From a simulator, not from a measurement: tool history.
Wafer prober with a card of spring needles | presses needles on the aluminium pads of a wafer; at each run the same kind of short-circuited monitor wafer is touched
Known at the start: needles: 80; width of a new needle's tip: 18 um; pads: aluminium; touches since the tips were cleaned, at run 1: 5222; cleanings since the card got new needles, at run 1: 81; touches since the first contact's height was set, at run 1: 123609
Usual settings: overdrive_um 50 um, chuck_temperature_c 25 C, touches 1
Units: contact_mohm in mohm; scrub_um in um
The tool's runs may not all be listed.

run   hour  overdrive_um  chuck_temperature_c  touches  touches since the tips were cleaned  cleanings since the card got new needles  touches since the first contact's height was set  contact_mohm  scrub_um
  1    0.0            50                   25        1                                 5222                                        81                                            123609           235      7.26
       2.0  -- tips cleaned on abrasive film
      15.8  -- tips cleaned on abrasive film
  2   21.9            50                   25        1                                 3143                                        83                                            134850           227      7.32
      29.6  -- tips cleaned on abrasive film
      42.8  -- tips cleaned on abrasive film
  3   49.5            50                   25        1                                 3496                                        85                                            149046           233      7.27
      55.4  -- tips cleaned on abrasive film
      55.7  -- height of the first contact set anew
      68.9  -- tips cleaned on abrasive film
      81.7  -- tips cleaned on abrasive film
      94.7  -- tips cleaned on abrasive film
  4   94.7            50                   25        1                                    0                                        89                                             19993           238      7.22
     107.7  -- tips cleaned on abrasive film
  5  117.1            50                   25        1                                 4839                                        90                                             31536           237      7.28
     119.5  -- tips cleaned on abrasive film
     131.8  -- tips cleaned on abrasive film
     145.1  -- tips cleaned on abrasive film
  6  145.1            64                   25        1                                    0                                        93                                             45896           233      9.32
     158.1  -- tips cleaned on abrasive film
  7  165.2            50                   25        1                                 3677                                        94                                             56264           235      7.22
     170.5  -- tips cleaned on abrasive film
     183.5  -- tips cleaned on abrasive film
  8  195.0            32                   25        1                                 5956                                        96                                             71577           242      4.66
     198.0  -- tips cleaned on abrasive film
     211.7  -- tips cleaned on abrasive film
     226.2  -- tips cleaned on abrasive film
  9  233.2            50                   58        1                                 3590                                        99                                             91166           243      7.25
     238.6  -- tips cleaned on abrasive film
     251.1  -- tips cleaned on abrasive film
 10  256.3            50                   58        1                                 2702                                       101                                            103064           244      7.24
     264.3  -- tips cleaned on abrasive film
     278.7  -- tips cleaned on abrasive film
 11  283.2            50                   58        1                                 2308                                       103                                            116857           247      7.20
     291.0  -- tips cleaned on abrasive film
     304.6  -- tips cleaned on abrasive film
 12  309.1            50                   58        1                                 2355                                       105                                            130182           243      7.21
     317.9  -- tips cleaned on abrasive film
     331.7  -- tips cleaned on abrasive film
     344.6  -- tips cleaned on abrasive film
     350.3  -- height of the first contact set anew
 13  353.1            50                   25        1                                 4291                                       108                                              1461           233      7.26
     359.0  -- tips cleaned on abrasive film
     372.2  -- tips cleaned on abrasive film
 14  379.3            50                   25        1                                 3682                                       110                                             14907           235      7.18
     384.7  -- tips cleaned on abrasive film
     399.3  -- tips cleaned on abrasive film
     411.8  -- tips cleaned on abrasive film
 15  420.3            50                   75        2                                 4444                                       113                                             35988           248      7.22
     426.0  -- tips cleaned on abrasive film
     439.9  -- tips cleaned on abrasive film
     453.6  -- tips cleaned on abrasive film
 16  455.6            50                   75        2                                 1052                                       116                                             54088           246      7.21
     465.9  -- tips cleaned on abrasive film
 17  474.1            66                   62        2                                 4248                                       117                                             63613           242      9.50
     479.6  -- tips cleaned on abrasive film
     491.3  -- tips cleaned on abrasive film
     505.5  -- tips cleaned on abrasive film
 18  507.0            43                   51        3                                  754                                       120                                             80482           247      6.19
     517.2  -- tips cleaned on abrasive film
     529.5  -- tips cleaned on abrasive film
 19  538.8            43                   51        2                                 4792                                       122                                             96841           246      6.16
     541.8  -- tips cleaned on abrasive film
     554.8  -- tips cleaned on abrasive film
 20  559.3            43                   34        2                                 2340                                       124                                            107354           242      6.16
     567.9  -- tips cleaned on abrasive film
     580.7  -- tips cleaned on abrasive film
     592.9  -- tips cleaned on abrasive film
 21  601.7            43                   34        2                                 4516                                       127                                            129125           244      6.17
     604.7  -- tips cleaned on abrasive film
     618.0  -- tips cleaned on abrasive film
     630.8  -- tips cleaned on abrasive film
 22  633.6            45                   25        2                                 1465                                       130                                            145503           239      6.42

Forecast run 23:
     644.1  -- tips cleaned on abrasive film
     644.4  -- height of the first contact set anew
     656.6  -- tips cleaned on abrasive film
 23  656.6            33                   46        1                                    0                                       132                                              6303             ?         ?

contact_mohm: 247 mohm
scrub_um: 4.75 um
Without the tool's hidden state the same run would have given contact_mohm 247 mohm, scrub_um 4.81 um.
